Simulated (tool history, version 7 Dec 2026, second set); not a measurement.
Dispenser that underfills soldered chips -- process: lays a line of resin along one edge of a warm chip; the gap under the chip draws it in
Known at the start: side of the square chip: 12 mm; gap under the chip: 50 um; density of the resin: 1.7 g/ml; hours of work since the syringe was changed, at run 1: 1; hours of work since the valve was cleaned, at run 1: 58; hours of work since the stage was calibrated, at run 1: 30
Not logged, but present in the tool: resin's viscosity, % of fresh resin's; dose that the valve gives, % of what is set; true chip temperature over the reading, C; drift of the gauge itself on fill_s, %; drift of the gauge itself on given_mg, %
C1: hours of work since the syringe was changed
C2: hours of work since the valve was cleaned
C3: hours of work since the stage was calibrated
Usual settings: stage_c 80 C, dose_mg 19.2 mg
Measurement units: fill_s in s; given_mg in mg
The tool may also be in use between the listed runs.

Run 1, hour 0.0: usual settings; C1 1; C2 58; C3 30. Result: fill_s 167.6 s, given_mg 18.04 mg.
Run 2, hour 2.9: usual settings; C1 3; C2 60; C3 32. Result: fill_s 184.7 s, given_mg 18.10 mg.
Run 3, hour 5.4: usual settings but dose_mg 22.8 mg; C1 5; C2 62; C3 34. Result: fill_s 202.2 s, given_mg 21.48 mg.
Run 4, hour 9.7: usual settings; C1 8; C2 65; C3 37. Result: fill_s 247.1 s, given_mg 18.20 mg.
At hour 12.0: new syringe of resin.
Run 5, hour 14.2: usual settings; C1 2; C2 68; C3 40. Result: fill_s 170.9 s, given_mg 18.08 mg.
Run 6, hour 18.7: usual settings; C1 5; C2 71; C3 43. Result: fill_s 205.6 s, given_mg 17.87 mg.
Run 7, hour 21.7: usual settings but dose_mg 19.1 mg; C1 7; C2 73; C3 46. Result: fill_s 229.9 s, given_mg 18.01 mg.
Run 8, hour 23.7: usual settings but dose_mg 19.1 mg; C1 8; C2 75; C3 47. Result: fill_s 251.9 s, given_mg 17.75 mg.
At hour 26.1: new syringe of resin.
Run 9, hour 27.5: usual settings; C1 1; C2 77; C3 49. Result: fill_s 158.8 s, given_mg 17.80 mg.
Run 10, hour 31.3: usual settings; C1 4; C2 80; C3 52. Result: fill_s 190.2 s, given_mg 17.81 mg.
Run 11, hour 36.2: usual settings; C1 7; C2 83; C3 56. Result: fill_s 237.3 s, given_mg 17.76 mg.
Run 12, hour 39.9: usual settings; C1 10; C2 86; C3 58. Result: fill_s 276.3 s, given_mg 17.63 mg.
At hour 40.6: new syringe of resin.
Run 13, hour 44.3: usual settings; C1 3; C2 89; C3 61. Result: fill_s 180.5 s, given_mg 17.65 mg.
Run 14, hour 46.8: usual settings; C1 4; C2 90; C3 63. Result: fill_s 205.0 s, given_mg 17.46 mg.
Run 15, hour 50.8: usual settings; C1 7; C2 93; C3 66. Result: fill_s 236.9 s, given_mg 17.75 mg.
Run 16, hour 54.0: usual settings; C1 9; C2 96; C3 68. Result: fill_s 273.7 s, given_mg 17.50 mg.
At hour 54.8: new syringe of resin.
Run 17, hour 57.5: usual settings but dose_mg 21.5 mg; C1 2; C2 98; C3 70. Result: fill_s 167.8 s, given_mg 19.60 mg.
Run 18, hour 60.5: usual settings but stage_c 94 C, dose_mg 23.1 mg; C1 4; C2 100; C3 72. Result: fill_s 116.2 s, given_mg 21.02 mg.
Run 19, hour 65.0: usual settings but stage_c 92 C, dose_mg 16.6 mg; C1 7; C2 103; C3 76. Result: fill_s 163.3 s, given_mg 15.18 mg.
Run 20, hour 67.0: usual settings but stage_c 88 C, dose_mg 21.2 mg; C1 9; C2 105; C3 77. Result: fill_s 192.5 s, given_mg 19.10 mg.
At hour 68.9: new syringe of resin.
Run 21, hour 71.3: usual settings but stage_c 88 C; C1 2; C2 107; C3 80. Result: fill_s 128.3 s, given_mg 17.45 mg.
Run 22, hour 73.4: usual settings but stage_c 73 C, dose_mg 24.4 mg; C1 3; C2 109; C3 81. Result: fill_s 236.5 s, given_mg 22.08 mg.
Run 23, hour 77.0: usual settings but stage_c 67 C, dose_mg 19.5 mg; C1 6; C2 111; C3 84. Result: fill_s 353.7 s, given_mg 17.72 mg.
Run 24, hour 79.4: usual settings but dose_mg 20.4 mg; C1 7; C2 113; C3 85. Result: fill_s 234.0 s, given_mg 18.28 mg.
At hour 83.1: new syringe of resin.
Run 25, hour 83.1: usual settings but dose_mg 24.7 mg; C1 0; C2 115; C3 88. Result: fill_s 148.7 s, given_mg 22.12 mg.
Run 26, hour 86.6: usual settings but stage_c 92 C, dose_mg 24.6 mg; C1 3; C2 118; C3 90. Result: fill_s 112.5 s, given_mg 22.08 mg.
Run 27, hour 89.0: usual settings but stage_c 86 C, dose_mg 17.1 mg; C1 4; C2 120; C3 92. Result: fill_s 164.9 s, given_mg 15.34 mg.
Run 28, hour 93.3: usual settings but stage_c 71 C, dose_mg 20.0 mg; C1 7; C2 123; C3 95. Result: fill_s 332.2 s, given_mg 17.76 mg.
Run 29, hour 96.1: usual settings but stage_c 77 C, dose_mg 18.8 mg; C1 9; C2 125; C3 97. Result: fill_s 297.3 s, given_mg 16.81 mg.
At hour 97.1: new syringe of resin.
Run 30, hour 99.5: usual settings but stage_c 77 C, dose_mg 18.8 mg; C1 2; C2 127; C3 99. Result: fill_s 192.3 s, given_mg 16.71 mg.
Run 31, hour 101.4: usual settings but stage_c 94 C, dose_mg 19.5 mg; C1 3; C2 128; C3 101. Result: fill_s 111.9 s, given_mg 17.31 mg.
Run 32, hour 104.1: usual settings but stage_c 94 C, dose_mg 19.5 mg; C1 5; C2 130; C3 102. Result: fill_s 124.2 s, given_mg 17.37 mg.
At hour 107.1: dispensing valve cleaned and set on the balance.
Run 33, hour 108.3: usual settings but stage_c 94 C, dose_mg 19.5 mg; C1 7; C2 1; C3 105. Result: fill_s 140.8 s, given_mg 19.39 mg.

Some steps in fill_s between neighbouring runs. How much of each would the tool show without its hidden state too (settings, what came in, random variation), and how much is left for the hidden state, with any gauge scatter that isn't in both results?
Run 12 -> 13: new syringe of resin. fill_s -95.8 s: hidden state -94.7, all else -1.1.
Run 16 -> 17: dose_mg 19.2 -> 21.5, new syringe of resin. fill_s -105.9 s: hidden state -103.9, all else -2.0.
Run 22 -> 23: stage_c 73 -> 67, dose_mg 24.4 -> 19.5. fill_s +117.2 s: hidden state +64.5, all else +52.7.
Run 23 -> 24: stage_c 67 -> 80, dose_mg 19.5 -> 20.4. fill_s -119.7 s: hidden state -18.9, all else -100.8.
Run 27 -> 28: stage_c 86 -> 71, dose_mg 17.1 -> 20.0. fill_s +167.3 s: hidden state +77.9, all else +89.4.
Run 29 -> 30: new syringe of resin. fill_s -105.0 s: hidden state -110.3, all else +5.3.

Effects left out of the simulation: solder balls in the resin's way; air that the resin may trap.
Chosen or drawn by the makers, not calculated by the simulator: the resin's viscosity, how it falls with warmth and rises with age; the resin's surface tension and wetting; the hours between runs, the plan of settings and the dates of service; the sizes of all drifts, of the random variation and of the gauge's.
